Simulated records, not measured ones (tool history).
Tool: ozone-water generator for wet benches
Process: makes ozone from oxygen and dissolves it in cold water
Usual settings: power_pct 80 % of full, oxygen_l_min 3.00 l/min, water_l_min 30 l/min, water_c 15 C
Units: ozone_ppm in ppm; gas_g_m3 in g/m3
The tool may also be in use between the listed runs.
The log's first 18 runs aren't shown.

{"run": 19, "hour": 2433.1, "power_pct": 80, "oxygen_l_min": 3.05, "water_l_min": 30, "water_c": 15, "ozone_ppm": 15.6, "gas_g_m3": 293.6}
{"run": 20, "hour": 2598.5, "power_pct": 77, "oxygen_l_min": 3.92, "water_l_min": 21, "water_c": 15, "ozone_ppm": 22.3, "gas_g_m3": 236.2}
{"run": 21, "hour": 2769.2, "power_pct": 80, "oxygen_l_min": 3.28, "water_l_min": 30, "water_c": 20, "ozone_ppm": 15.0, "gas_g_m3": 273.8}
{"run": 22, "hour": 2875.7, "power_pct": 56, "oxygen_l_min": 2.05, "water_l_min": 26, "water_c": 20, "ozone_ppm": 12.6, "gas_g_m3": 281.2}
{"run": 23, "hour": 2966.7, "power_pct": 56, "oxygen_l_min": 2.05, "water_l_min": 26, "water_c": 20, "ozone_ppm": 12.6, "gas_g_m3": 278.0}
{"run": 24, "hour": 3046.1, "power_pct": 56, "oxygen_l_min": 3.25, "water_l_min": 25, "water_c": 20, "ozone_ppm": 13.5, "gas_g_m3": 201.1}
{"run": 25, "hour": 3193.7, "power_pct": 59, "oxygen_l_min": 3.0, "water_l_min": 36, "water_c": 15, "ozone_ppm": 9.6, "gas_g_m3": 224.0}
{"run": 26, "hour": 3301.1, "power_pct": 47, "oxygen_l_min": 3.58, "water_l_min": 19, "water_c": 13, "ozone_ppm": 16.4, "gas_g_m3": 163.2}
{"run": 27, "hour": 3419.4, "power_pct": 75, "oxygen_l_min": 5.29, "water_l_min": 19, "water_c": 13, "ozone_ppm": 23.8, "gas_g_m3": 187.6}
{"run": 28, "hour": 3591.4, "power_pct": 75, "oxygen_l_min": 5.29, "water_l_min": 19, "water_c": 13, "ozone_ppm": 24.1, "gas_g_m3": 187.5}
{"run": 29, "hour": 3704.5, "power_pct": 75, "oxygen_l_min": 5.29, "water_l_min": 19, "water_c": 13, "ozone_ppm": 23.8, "gas_g_m3": 188.4}
{"run": 30, "hour": 3859.5, "power_pct": 75, "oxygen_l_min": 5.29, "water_l_min": 19, "water_c": 13, "ozone_ppm": 23.7, "gas_g_m3": 187.8}
{"run": 31, "hour": 4041.6, "power_pct": 80, "oxygen_l_min": 3.0, "water_l_min": 30, "water_c": 9, "ozone_ppm": 16.2, "gas_g_m3": 293.2}
{"hour": 4159.0, "done": "water thermometer calibrated"}
{"run": 32, "hour": 4166.3, "power_pct": 55, "oxygen_l_min": 3.0, "water_l_min": 30, "water_c": 15, "ozone_ppm": 11.1, "gas_g_m3": 210.9}
{"run": 33, "hour": 4257.2, "power_pct": 78, "oxygen_l_min": 2.8, "water_l_min": 30, "water_c": 13, "ozone_ppm": 15.4, "gas_g_m3": 300.9}

4 ways to go on from here, each from the tool as it stands after run 33. What would each give?
{"run": "A", "hour": 4350.0, "power_pct": 78, "oxygen_l_min": 2.81, "water_l_min": 45, "water_c": 13, "ozone_ppm": "?", "gas_g_m3": "?"}
{"run": "B", "hour": 4350.0, "power_pct": 81, "oxygen_l_min": 2.8, "water_l_min": 27, "water_c": 13, "ozone_ppm": "?", "gas_g_m3": "?"}
{"run": "C", "hour": 4350.0, "power_pct": 80, "oxygen_l_min": 3.1, "water_l_min": 30, "water_c": 15, "ozone_ppm": "?", "gas_g_m3": "?"}
{"run": "D", "hour": 4350.0, "power_pct": 78, "oxygen_l_min": 3.32, "water_l_min": 30, "water_c": 13, "ozone_ppm": "?", "gas_g_m3": "?"}

run=A ozone_ppm=9.3 gas_g_m3=300.9
run=B ozone_ppm=18.1 gas_g_m3=310.0
run=C ozone_ppm=15.6 gas_g_m3=289.3
run=D ozone_ppm=15.6 gas_g_m3=266.4
Without the tool's hidden state the same runs would have given:
run=A ozone_ppm=9.3 gas_g_m3=301.9
run=B ozone_ppm=18.2 gas_g_m3=310.9
run=C ozone_ppm=15.7 gas_g_m3=290.2
run=D ozone_ppm=15.6 gas_g_m3=267.2
